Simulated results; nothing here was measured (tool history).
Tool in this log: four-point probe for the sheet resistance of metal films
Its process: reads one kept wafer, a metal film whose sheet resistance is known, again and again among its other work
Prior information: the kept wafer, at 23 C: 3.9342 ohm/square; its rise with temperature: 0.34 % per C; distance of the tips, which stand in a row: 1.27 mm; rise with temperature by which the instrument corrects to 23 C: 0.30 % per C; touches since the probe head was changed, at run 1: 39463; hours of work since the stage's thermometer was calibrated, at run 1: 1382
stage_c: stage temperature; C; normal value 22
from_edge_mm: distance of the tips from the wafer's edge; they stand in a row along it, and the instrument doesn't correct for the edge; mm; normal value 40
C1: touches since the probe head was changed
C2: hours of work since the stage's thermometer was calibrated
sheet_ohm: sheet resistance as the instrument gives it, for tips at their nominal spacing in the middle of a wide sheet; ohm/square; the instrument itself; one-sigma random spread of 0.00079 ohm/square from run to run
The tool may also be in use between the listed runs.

Run 1, hour 0: usual settings; C1 39463; C2 1382. Result: sheet_ohm 3.929403 ohm/square.
Run 2, hour 56.2: usual settings; C1 40961; C2 1421. Result: sheet_ohm 3.928352 ohm/square.
Run 3, hour 102.7: usual settings; C1 42198; C2 1452. Result: sheet_ohm 3.92859 ohm/square.
Run 4, hour 129.1: usual settings but stage_c 30 C; C1 42903; C2 1471. Result: sheet_ohm 3.942599 ohm/square.
Run 5, hour 168.5: usual settings but stage_c 30 C; C1 43952; C2 1497. Result: sheet_ohm 3.941068 ohm/square.
Run 6, hour 220.7: usual settings but stage_c 30 C; C1 45343; C2 1533. Result: sheet_ohm 3.941578 ohm/square.
Run 7, hour 277.4: usual settings but stage_c 30 C; C1 46853; C2 1572. Result: sheet_ohm 3.941797 ohm/square.
Run 8, hour 303.4: usual settings but from_edge_mm 4 mm; C1 47547; C2 1589. Result: sheet_ohm 4.130198 ohm/square.
Run 9, hour 327.7: usual settings but from_edge_mm 4 mm; C1 48192; C2 1606. Result: sheet_ohm 4.131467 ohm/square.
Run 10, hour 365.6: usual settings but from_edge_mm 4 mm; C1 49204; C2 1632. Result: sheet_ohm 4.131634 ohm/square.
Run 11, hour 420.2: usual settings; C1 50657; C2 1669. Result: sheet_ohm 3.933584 ohm/square.
Run 12, hour 475.9: usual settings; C1 52143; C2 1707. Result: sheet_ohm 3.931815 ohm/square.
Run 13, hour 508.8: usual settings; C1 53017; C2 1729. Result: sheet_ohm 3.932176 ohm/square.
Run 14, hour 548.4: usual settings but stage_c 29 C, from_edge_mm 10 mm; C1 54074; C2 1757. Result: sheet_ohm 3.975006 ohm/square.
Run 15, hour 595.4: usual settings but stage_c 26 C, from_edge_mm 8 mm; C1 55326; C2 1789. Result: sheet_ohm 3.988719 ohm/square.
Run 16, hour 623.5: usual settings but stage_c 20 C, from_edge_mm 62 mm; C1 56075; C2 1808. Result: sheet_ohm 3.929332 ohm/square.
Run 17, hour 656.4: usual settings but stage_c 29 C, from_edge_mm 50 mm; C1 56950; C2 1830. Result: sheet_ohm 3.942203 ohm/square.
Run 18, hour 692.5: usual settings but stage_c 24 C, from_edge_mm 32 mm; C1 57912; C2 1855. Result: sheet_ohm 3.938505 ohm/square.
Run 19, hour 728.2: usual settings but stage_c 29 C, from_edge_mm 26 mm; C1 58863; C2 1879. Result: sheet_ohm 3.946126 ohm/square.
Run 20, hour 757.3: usual settings but stage_c 29 C, from_edge_mm 26 mm; C1 59639; C2 1899. Result: sheet_ohm 3.947483 ohm/square.
Run 21, hour 789.6: usual settings but stage_c 34 C, from_edge_mm 4 mm; C1 60500; C2 1921. Result: sheet_ohm 4.151506 ohm/square.
Run 22, hour 822.8: usual settings but from_edge_mm 4 mm; C1 61386; C2 1944. Result: sheet_ohm 4.134908 ohm/square.
Run 23, hour 850.5: usual settings but stage_c 26 C, from_edge_mm 4 mm; C1 62122; C2 1963. Result: sheet_ohm 4.141113 ohm/square.
Run 24, hour 902.4: usual settings but from_edge_mm 38 mm; C1 63505; C2 1998. Result: sheet_ohm 3.936538 ohm/square.
Run 25, hour 951.2: usual settings but from_edge_mm 38 mm; C1 64805; C2 2031. Result: sheet_ohm 3.936901 ohm/square.

Selected run-to-run steps in sheet_ohm, each split into two signed amounts: the part the tool would show with no hidden state at all (from settings, incoming material and random variation), and the remainder, which goes to the hidden state together with any gauge scatter not common to the measured and the hidden-state-free results:
Hidden conditions of the tool in this case: inner tips' distance over the nominal, %; tips' flats over new ones', %; wafer's true temperature over the reading, C; drift of the gauge itself on sheet_ohm, %.
Run 6 -> 7: no setting changed, nothing entered. sheet_ohm +0.000219 ohm/square: hidden state +0.000423, all else -0.000204.
Run 10 -> 11: from_edge_mm 4 -> 40. sheet_ohm -0.19805 ohm/square: hidden state +0.00061, all else -0.19866.
Run 20 -> 21: stage_c 29 -> 34, from_edge_mm 26 -> 4. sheet_ohm +0.204023 ohm/square: hidden state +0.000344, all else +0.203679.
Run 23 -> 24: stage_c 26 -> 22, from_edge_mm 4 -> 38. sheet_ohm -0.204575 ohm/square: hidden state +0.000276, all else -0.204851.

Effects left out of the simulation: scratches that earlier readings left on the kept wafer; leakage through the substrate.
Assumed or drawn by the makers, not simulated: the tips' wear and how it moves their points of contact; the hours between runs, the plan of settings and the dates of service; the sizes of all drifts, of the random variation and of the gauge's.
